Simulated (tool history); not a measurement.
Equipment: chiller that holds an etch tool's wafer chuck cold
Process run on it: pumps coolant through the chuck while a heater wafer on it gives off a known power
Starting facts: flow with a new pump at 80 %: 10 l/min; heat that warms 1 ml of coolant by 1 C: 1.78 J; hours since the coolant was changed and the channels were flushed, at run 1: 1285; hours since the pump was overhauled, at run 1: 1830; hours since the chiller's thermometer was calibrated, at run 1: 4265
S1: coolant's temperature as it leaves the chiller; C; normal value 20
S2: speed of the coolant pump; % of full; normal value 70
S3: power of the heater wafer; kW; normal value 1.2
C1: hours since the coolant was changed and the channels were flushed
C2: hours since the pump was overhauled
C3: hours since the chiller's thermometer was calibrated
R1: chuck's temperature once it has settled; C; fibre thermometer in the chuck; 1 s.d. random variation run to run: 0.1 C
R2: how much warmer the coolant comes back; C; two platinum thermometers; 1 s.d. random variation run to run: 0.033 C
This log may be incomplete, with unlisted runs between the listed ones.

{"run": 1, "hour": 0.0, "S1": 20, "S2": 70, "S3": 1.2, "C1": 1285, "C2": 1830, "C3": 4265, "R1": 34.9, "R2": 4.72}
{"run": 2, "hour": 31.5, "S1": 30, "S2": 70, "S3": 1.2, "C1": 1317, "C2": 1862, "C3": 4297, "R1": 44.7, "R2": 4.7}
{"run": 3, "hour": 59.8, "S1": 20, "S2": 70, "S3": 1.2, "C1": 1345, "C2": 1890, "C3": 4325, "R1": 34.8, "R2": 4.73}
{"run": 4, "hour": 90.0, "S1": 20, "S2": 70, "S3": 1.2, "C1": 1375, "C2": 1920, "C3": 4355, "R1": 34.7, "R2": 4.68}
{"run": 5, "hour": 118.4, "S1": 20, "S2": 70, "S3": 0.758, "C1": 1403, "C2": 1948, "C3": 4383, "R1": 29.5, "R2": 2.95}
{"run": 6, "hour": 134.7, "S1": 20, "S2": 70, "S3": 1.2, "C1": 1420, "C2": 1965, "C3": 4400, "R1": 34.8, "R2": 4.75}
{"run": 7, "hour": 159.7, "S1": 20, "S2": 70, "S3": 1.2, "C1": 1445, "C2": 1990, "C3": 4425, "R1": 34.9, "R2": 4.74}
{"run": 8, "hour": 175.2, "S1": 20, "S2": 70, "S3": 1.2, "C1": 1460, "C2": 2005, "C3": 4440, "R1": 34.7, "R2": 4.72}
{"run": 9, "hour": 193.4, "S1": 19, "S2": 70, "S3": 1.2, "C1": 1478, "C2": 2023, "C3": 4458, "R1": 33.7, "R2": 4.74}
{"run": 10, "hour": 221.1, "S1": 20, "S2": 70, "S3": 1.2, "C1": 1506, "C2": 2051, "C3": 4486, "R1": 34.8, "R2": 4.7}
{"run": 11, "hour": 235.7, "S1": 20, "S2": 70, "S3": 1.2, "C1": 1521, "C2": 2066, "C3": 4501, "R1": 34.8, "R2": 4.7}
{"run": 12, "hour": 256.2, "S1": 20, "S2": 87, "S3": 1.2, "C1": 1541, "C2": 2086, "C3": 4521, "R1": 33.3, "R2": 3.86}
{"run": 13, "hour": 284.9, "S1": 20, "S2": 70, "S3": 1.2, "C1": 1570, "C2": 2115, "C3": 4550, "R1": 34.9, "R2": 4.75}
{"run": 14, "hour": 315.2, "S1": 20, "S2": 70, "S3": 1.2, "C1": 1600, "C2": 2145, "C3": 4580, "R1": 34.8, "R2": 4.76}
{"run": 15, "hour": 329.9, "S1": 20, "S2": 70, "S3": 1.2, "C1": 1615, "C2": 2160, "C3": 4595, "R1": 34.8, "R2": 4.76}
{"run": 16, "hour": 360.0, "S1": 20, "S2": 70, "S3": 1.17, "C1": 1645, "C2": 2190, "C3": 4625, "R1": 34.3, "R2": 4.58}
{"hour": 362.6, "done": "chiller's thermometer calibrated"}
{"run": 17, "hour": 377.9, "S1": 20, "S2": 70, "S3": 0.845, "C1": 1662, "C2": 2207, "C3": 15, "R1": 30.9, "R2": 3.4}
{"run": 18, "hour": 405.5, "S1": 20, "S2": 70, "S3": 0.845, "C1": 1690, "C2": 2235, "C3": 43, "R1": 30.7, "R2": 3.29}
{"hour": 423.6, "done": "chiller's thermometer calibrated, once more"}
{"run": 19, "hour": 435.4, "S1": 22, "S2": 82, "S3": 1.03, "C1": 1718, "C2": 2263, "C3": 12, "R1": 33.3, "R2": 3.48}
{"run": 20, "hour": 458.1, "S1": 20, "S2": 70, "S3": 1.221, "C1": 1741, "C2": 2286, "C3": 35, "R1": 34.7, "R2": 4.85}
{"run": 21, "hour": 484.7, "S1": 26, "S2": 65, "S3": 1.2, "C1": 1768, "C2": 2313, "C3": 61, "R1": 40.8, "R2": 5.12}
{"run": 22, "hour": 515.4, "S1": 16, "S2": 70, "S3": 1.762, "C1": 1798, "C2": 2343, "C3": 92, "R1": 37.2, "R2": 6.99}
{"run": 23, "hour": 537.5, "S1": 22, "S2": 60, "S3": 1.2, "C1": 1821, "C2": 2366, "C3": 114, "R1": 37.8, "R2": 5.5}
{"run": 24, "hour": 566.6, "S1": 10, "S2": 99, "S3": 0.957, "C1": 1850, "C2": 2395, "C3": 143, "R1": 19.8, "R2": 2.7}
{"run": 25, "hour": 587.7, "S1": 20, "S2": 66, "S3": 1.517, "C1": 1871, "C2": 2416, "C3": 164, "R1": 38.9, "R2": 6.41}
{"run": 26, "hour": 609.5, "S1": 20, "S2": 66, "S3": 1.517, "C1": 1893, "C2": 2438, "C3": 186, "R1": 39, "R2": 6.39}
{"run": 27, "hour": 634.4, "S1": 14, "S2": 100, "S3": 1.419, "C1": 1917, "C2": 2462, "C3": 211, "R1": 28.1, "R2": 4.02}
{"run": 28, "hour": 661.9, "S1": 10, "S2": 70, "S3": 1.228, "C1": 1945, "C2": 2490, "C3": 238, "R1": 24.8, "R2": 4.88}
{"run": 29, "hour": 690.4, "S1": 27, "S2": 79, "S3": 1.526, "C1": 1973, "C2": 2518, "C3": 267, "R1": 44.5, "R2": 5.37}
{"run": 30, "hour": 722.3, "S1": 22, "S2": 94, "S3": 0.827, "C1": 2005, "C2": 2550, "C3": 299, "R1": 30.4, "R2": 2.52}
{"run": 31, "hour": 741.1, "S1": 22, "S2": 94, "S3": 0.827, "C1": 2024, "C2": 2569, "C3": 318, "R1": 30.7, "R2": 2.49}
{"run": 32, "hour": 762.8, "S1": 20, "S2": 80, "S3": 1.2, "C1": 2046, "C2": 2591, "C3": 339, "R1": 33.6, "R2": 4.24}

Pick out some run-to-run changes in R1. Of each, how much would a tool without hidden state show as well, from the settings, what came in and chance, and how much is left for the hidden state and any gauge scatter not in both results compared?
Hidden conditions of the tool in this case: heat passed by the chuck's channels, % of clean ones'; flow at a given pump speed, % of a new pump's; coolant's true temperature over the reading, C; drift of the gauge itself on chuck_c, C; drift of the gauge itself on warmer_back_c, C.
Run 18 -> 19: S1 20 -> 22, S2 70 -> 82, S3 0.845 -> 1.03, chiller's thermometer calibrated, once more. R1 +2.6 C: hidden state -0.5, all else +3.1.
Run 23 -> 24: S1 22 -> 10, S2 60 -> 99, S3 1.2 -> 0.957. R1 -18 C: hidden state -0.4, all else -17.6.
Run 24 -> 25: S1 10 -> 20, S2 99 -> 66, S3 0.957 -> 1.517. R1 +19.1 C: hidden state +0.5, all else +18.6.
Run 28 -> 29: S1 10 -> 27, S2 70 -> 79, S3 1.228 -> 1.526. R1 +19.7 C: hidden state +0.2, all else +19.5.
